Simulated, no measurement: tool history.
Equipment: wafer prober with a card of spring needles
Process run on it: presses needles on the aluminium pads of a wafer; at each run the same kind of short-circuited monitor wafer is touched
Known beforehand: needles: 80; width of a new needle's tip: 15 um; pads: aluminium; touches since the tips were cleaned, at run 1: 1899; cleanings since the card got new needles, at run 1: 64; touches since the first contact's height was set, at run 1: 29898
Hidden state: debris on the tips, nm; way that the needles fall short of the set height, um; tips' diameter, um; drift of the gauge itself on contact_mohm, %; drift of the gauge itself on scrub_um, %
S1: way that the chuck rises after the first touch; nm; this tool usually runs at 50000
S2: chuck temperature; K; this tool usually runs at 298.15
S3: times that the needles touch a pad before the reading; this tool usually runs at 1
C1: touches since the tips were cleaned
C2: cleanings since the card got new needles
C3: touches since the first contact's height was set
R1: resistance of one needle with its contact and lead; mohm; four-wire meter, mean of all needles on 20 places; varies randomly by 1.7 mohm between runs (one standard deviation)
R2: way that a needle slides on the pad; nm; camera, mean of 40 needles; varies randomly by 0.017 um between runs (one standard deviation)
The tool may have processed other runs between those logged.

run,day,S1,S2,S3,C1,C2,C3,R1,R2
1,0,50000,298.15,1,1899,64,29898,410,7460
# day 0.075: tips cleaned on abrasive film
# day 0.25: tips cleaned on abrasive film
# day 0.429: tips cleaned on abrasive film
2,0.462,50000,298.15,1,640,67,38350,293,7410
# day 0.604: tips cleaned on abrasive film
# day 0.783: tips cleaned on abrasive film
3,0.85,50000,298.15,1,1237,69,45447,375,7380
# day 0.958: tips cleaned on abrasive film
# day 1.1: tips cleaned on abrasive film
# day 1.246: tips cleaned on abrasive film
# day 1.421: tips cleaned on abrasive film
4,1.429,50000,323.15,1,104,73,55969,217,7370
# day 1.571: tips cleaned on abrasive film
# day 1.75: tips cleaned on abrasive film
5,1.842,50000,298.15,2,1732,75,63559,336,7300
# day 1.912: tips cleaned on abrasive film
# day 2.058: tips cleaned on abrasive film
# day 2.2: tips cleaned on abrasive film
# day 2.379: tips cleaned on abrasive film
# day 2.554: tips cleaned on abrasive film
6,2.696,50000,298.15,2,2590,80,79173,374,7240
# day 2.733: tips cleaned on abrasive film
# day 2.817: height of the first contact set anew
# day 2.925: tips cleaned on abrasive film
# day 3.067: tips cleaned on abrasive film
7,3.158,50000,298.15,2,1754,83,6313,330,7560
# day 3.233: tips cleaned on abrasive film
# day 3.412: tips cleaned on abrasive film
# day 3.554: tips cleaned on abrasive film
# day 3.733: tips cleaned on abrasive film
8,3.742,50000,298.15,2,173,87,16905,203,7500
# day 3.883: tips cleaned on abrasive film
# day 4.029: tips cleaned on abrasive film
# day 4.171: tips cleaned on abrasive film
9,4.225,50000,298.15,2,1016,90,25735,290,7470
# day 4.333: tips cleaned on abrasive film
# day 4.475: tips cleaned on abrasive film
# day 4.55: tips cleaned on abrasive film, once more
10,4.608,50000,298.15,2,1101,93,32696,293,7420
# day 4.717: tips cleaned on abrasive film
# day 4.858: tips cleaned on abrasive film
# day 5.038: tips cleaned on abrasive film
11,5.104,50000,298.15,2,1236,96,41746,311,7390
# day 5.212: tips cleaned on abrasive film
# day 5.354: tips cleaned on abrasive film
# day 5.533: tips cleaned on abrasive film
# day 5.708: tips cleaned on abrasive film
# day 5.888: tips cleaned on abrasive film
12,5.958,50000,298.15,1,1347,101,57418,410,7350
# day 6.033: tips cleaned on abrasive film
# day 6.175: tips cleaned on abrasive film
# day 6.354: tips cleaned on abrasive film
13,6.379,50000,298.15,1,474,104,65047,293,7300
# day 6.521: tips cleaned on abrasive film
# day 6.667: tips cleaned on abrasive film
# day 6.842: tips cleaned on abrasive film
# day 6.988: tips cleaned on abrasive film
# day 7.129: tips cleaned on abrasive film
14,7.138,50000,298.15,1,177,109,78899,252,7230
# day 7.283: tips cleaned on abrasive film
# day 7.296: height of the first contact set anew
# day 7.471: tips cleaned on abrasive film
# day 7.65: tips cleaned on abrasive film
15,7.7,38000,298.15,2,912,112,7424,358,5730
# day 7.808: tips cleaned on abrasive film
# day 7.95: tips cleaned on abrasive film
# day 8.092: tips cleaned on abrasive film
# day 8.271: tips cleaned on abrasive film
# day 8.412: tips cleaned on abrasive film
16,8.55,66000,298.15,2,2559,117,23005,292,9940
# day 8.588: tips cleaned on abrasive film
# day 8.733: tips cleaned on abrasive film
# day 8.875: tips cleaned on abrasive film
# day 9.054: tips cleaned on abrasive film
# day 9.196: tips cleaned on abrasive film
# day 9.375: tips cleaned on abrasive film
17,9.388,50000,373.15,1,271,123,38252,264,7420
# day 9.529: tips cleaned on abrasive film
# day 9.708: tips cleaned on abrasive film
18,9.829,50000,373.15,1,2299,125,46410,473,7370
# day 9.871: tips cleaned on abrasive film
# day 10.046: tips cleaned on abrasive film
# day 10.225: tips cleaned on abrasive film
19,10.325,60000,310.15,1,1874,128,55447,398,8870
# day 10.4: tips cleaned on abrasive film
# day 10.575: tips cleaned on abrasive film
# day 10.721: tips cleaned on abrasive film
20,10.792,63000,330.15,1,1349,131,63959,318,9270
# day 10.867: tips cleaned on abrasive film
# day 11.042: tips cleaned on abrasive film
# day 11.188: tips cleaned on abrasive film
# day 11.329: tips cleaned on abrasive film
# day 11.508: tips cleaned on abrasive film
21,11.604,63000,330.15,1,1849,136,78840,374,9220
# day 11.679: tips cleaned on abrasive film
# day 11.762: height of the first contact set anew
# day 11.871: tips cleaned on abrasive film
# day 12.046: tips cleaned on abrasive film
# day 12.225: tips cleaned on abrasive film
# day 12.367: tips cleaned on abrasive film
22,12.379,50000,309.15,2,176,141,11246,218,7530
# day 12.521: tips cleaned on abrasive film
# day 12.662: tips cleaned on abrasive film
# day 12.842: tips cleaned on abrasive film
# day 13.021: tips cleaned on abrasive film
# day 13.196: tips cleaned on abrasive film
23,13.229,69000,304.15,2,609,146,26833,229,10370
# day 13.371: tips cleaned on abrasive film
# day 13.517: tips cleaned on abrasive film
# day 13.658: tips cleaned on abrasive film
# day 13.8: tips cleaned on abrasive film
# day 13.979: tips cleaned on abrasive film
24,14.062,39000,315.15,2,1526,151,42033,459,5740
# day 14.133: tips cleaned on abrasive film
# day 14.312: tips cleaned on abrasive film
# day 14.454: tips cleaned on abrasive film
25,14.512,50000,342.15,1,1062,154,50258,402,7360

4 ways to go on from here, each from the tool as it stands after run 25. What would each give?
# day 14.621: tips cleaned on abrasive film
# day 14.762: tips cleaned on abrasive film
# day 14.908: tips cleaned on abrasive film
# day 15.058: tips cleaned on abrasive film
A,15.058,63000,342.15,3,0,158,60177,?,?
# day 14.621: tips cleaned on abrasive film
# day 14.762: tips cleaned on abrasive film
# day 14.908: tips cleaned on abrasive film
# day 15.058: tips cleaned on abrasive film
B,15.058,50000,310.15,1,0,158,60177,?,?
# day 14.621: tips cleaned on abrasive film
# day 14.762: tips cleaned on abrasive film
# day 14.908: tips cleaned on abrasive film
# day 15.058: tips cleaned on abrasive film
C,15.058,31000,326.15,1,0,158,60177,?,?
# day 14.621: tips cleaned on abrasive film
# day 14.762: tips cleaned on abrasive film
# day 14.908: tips cleaned on abrasive film
# day 15.058: tips cleaned on abrasive film
D,15.058,50000,298.15,2,0,158,60177,?,?

run,R1,R2
A,195,9300
B,225,7310
C,328,4430
D,211,7310
Without the tool's hidden state the same runs would have given:
run,R1,R2
A,176,9560
B,172,7570
C,197,4680
D,174,7570
